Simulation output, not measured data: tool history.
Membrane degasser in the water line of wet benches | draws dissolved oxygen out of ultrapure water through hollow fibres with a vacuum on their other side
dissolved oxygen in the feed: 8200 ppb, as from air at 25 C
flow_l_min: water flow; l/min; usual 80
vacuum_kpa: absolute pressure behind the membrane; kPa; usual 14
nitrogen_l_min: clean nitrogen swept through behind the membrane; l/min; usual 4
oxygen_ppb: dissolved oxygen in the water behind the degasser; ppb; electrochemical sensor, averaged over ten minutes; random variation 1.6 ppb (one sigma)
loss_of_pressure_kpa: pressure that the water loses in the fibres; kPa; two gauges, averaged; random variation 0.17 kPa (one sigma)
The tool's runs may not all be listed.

run	hour	flow_l_min	vacuum_kpa	nitrogen_l_min	oxygen_ppb	loss_of_pressure_kpa
1	0	80	14	4	461.9	28.88
2	48.4	80	14	4	463.3	29.25
3	73.4	80	14	4	466.8	29.19
4	100.4	76	14	4	444.5	27.76
5	148.1	80	14	4	465.5	28.95
6	192.9	80	14	4	464.3	28.78
7	219.4	62	14	4	371.3	22.72
8	260.9	77	14	4	451.2	28.07
9	292.4	77	14	4	449.9	28.12
10	312.9	77	14	4	449.2	28.22
11	342.6	80	14	4	461.4	29.14
12	371	80	14.5	4	485.7	28.97
13	420.5	80	12.3	1.9	718.3	28.89

Forecast run 14:
14	460.2	80	12.3	1.9	?	?

{"run 14": {"oxygen_ppb": 712.8, "loss_of_pressure_kpa": 28.92}}
Without the tool's hidden state the same run would have given oxygen_ppb 708.8 ppb, loss_of_pressure_kpa 28.7 kPa.
